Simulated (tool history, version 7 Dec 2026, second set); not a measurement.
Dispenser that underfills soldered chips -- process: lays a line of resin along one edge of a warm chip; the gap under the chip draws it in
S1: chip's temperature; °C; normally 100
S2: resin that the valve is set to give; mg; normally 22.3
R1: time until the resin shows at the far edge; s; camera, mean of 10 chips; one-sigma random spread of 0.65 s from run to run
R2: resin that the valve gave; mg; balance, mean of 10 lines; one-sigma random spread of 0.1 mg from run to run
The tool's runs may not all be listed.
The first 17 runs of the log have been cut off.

At day 3.979: new syringe of resin.
Run 18, day 4.146: usual settings. Result: R1 70.9 s, R2 21.71 mg.
Run 19, day 4.425: usual settings. Result: R1 89.6 s, R2 21.55 mg.
At day 4.508: new syringe of resin.
Run 20, day 4.771: usual settings. Result: R1 74.6 s, R2 21.56 mg.
Run 21, day 4.988: usual settings but S1 115 °C, S2 25.3 mg. Result: R1 47.4 s, R2 24.44 mg.
At day 5.042: new syringe of resin.
Run 22, day 5.183: usual settings but S1 115 °C, S2 25.3 mg. Result: R1 35.1 s, R2 24.43 mg.
Run 23, day 5.362: usual settings but S1 115 °C, S2 25.3 mg. Result: R1 40.2 s, R2 24.38 mg.
At day 5.575: new syringe of resin.
Run 24, day 5.642: usual settings but S1 115 °C, S2 25.3 mg. Result: R1 31.4 s, R2 24.16 mg.
Run 25, day 5.821: usual settings but S1 110 °C, S2 24.2 mg. Result: R1 46.8 s, R2 23.14 mg.
Run 26, day 6.012: usual settings but S1 110 °C, S2 24.4 mg. Result: R1 54.7 s, R2 23.19 mg.
At day 6.108: new syringe of resin.
Run 27, day 6.329: usual settings but S1 110 °C, S2 24.4 mg. Result: R1 46.7 s, R2 23.18 mg.
Run 28, day 6.496: usual settings but S1 110 °C, S2 24.4 mg. Result: R1 54.3 s, R2 23.07 mg.
At day 6.65: new syringe of resin.
Run 29, day 6.771: usual settings but S1 88 °C, S2 19.6 mg. Result: R1 121.4 s, R2 18.39 mg.
Run 30, day 7.092: usual settings but S1 88 °C, S2 19.6 mg. Result: R1 167.4 s, R2 18.42 mg.
At day 7.183: new syringe of resin.
Run 31, day 7.408: usual settings but S1 88 °C, S2 19.6 mg. Result: R1 132.8 s, R2 18.4 mg.
At day 7.721: new syringe of resin.
Run 32, day 7.75: usual settings but S1 105 °C, S2 28.8 mg. Result: R1 47.6 s, R2 26.52 mg.
At day 7.812: dispensing valve cleaned and set on the balance.
Run 33, day 8.017: usual settings but S1 99 °C, S2 23.5 mg. Result: R1 77.6 s, R2 23.62 mg.
Run 34, day 8.171: usual settings but S1 99 °C, S2 23.5 mg. Result: R1 89.3 s, R2 23.46 mg.
At day 8.308: new syringe of resin.
Run 35, day 8.417: usual settings but S1 105 °C, S2 21.2 mg. Result: R1 52.9 s, R2 21.24 mg.
Run 36, day 8.733: usual settings but S1 105 °C, S2 21.2 mg. Result: R1 70.6 s, R2 20.93 mg.
At day 8.85: new syringe of resin.
Run 37, day 9.071: usual settings but S1 93 °C. Result: R1 100.2 s, R2 22.12 mg.

Below are 3 alternative next runs, each starting from the tool's condition after run 37. Predict each:
Run A, day 9.267: usual settings but S2 25.7 mg. Result: R1 ?, R2 ?.
Run B, day 9.267: usual settings but S1 113 °C, S2 25.3 mg. Result: R1 ?, R2 ?.
Run C, day 9.267: usual settings but S1 111 °C, S2 28.3 mg. Result: R1 ?, R2 ?.

run    R1     R2
  A  86.2  25.23
  B  46.8  24.95
  C  51.8  27.96
Stripped of hidden state, with their random variation kept, the same runs would have yielded:
run    R1     R2
  A  56.9  25.62
  B  30.9  25.33
  C  34.3  28.39

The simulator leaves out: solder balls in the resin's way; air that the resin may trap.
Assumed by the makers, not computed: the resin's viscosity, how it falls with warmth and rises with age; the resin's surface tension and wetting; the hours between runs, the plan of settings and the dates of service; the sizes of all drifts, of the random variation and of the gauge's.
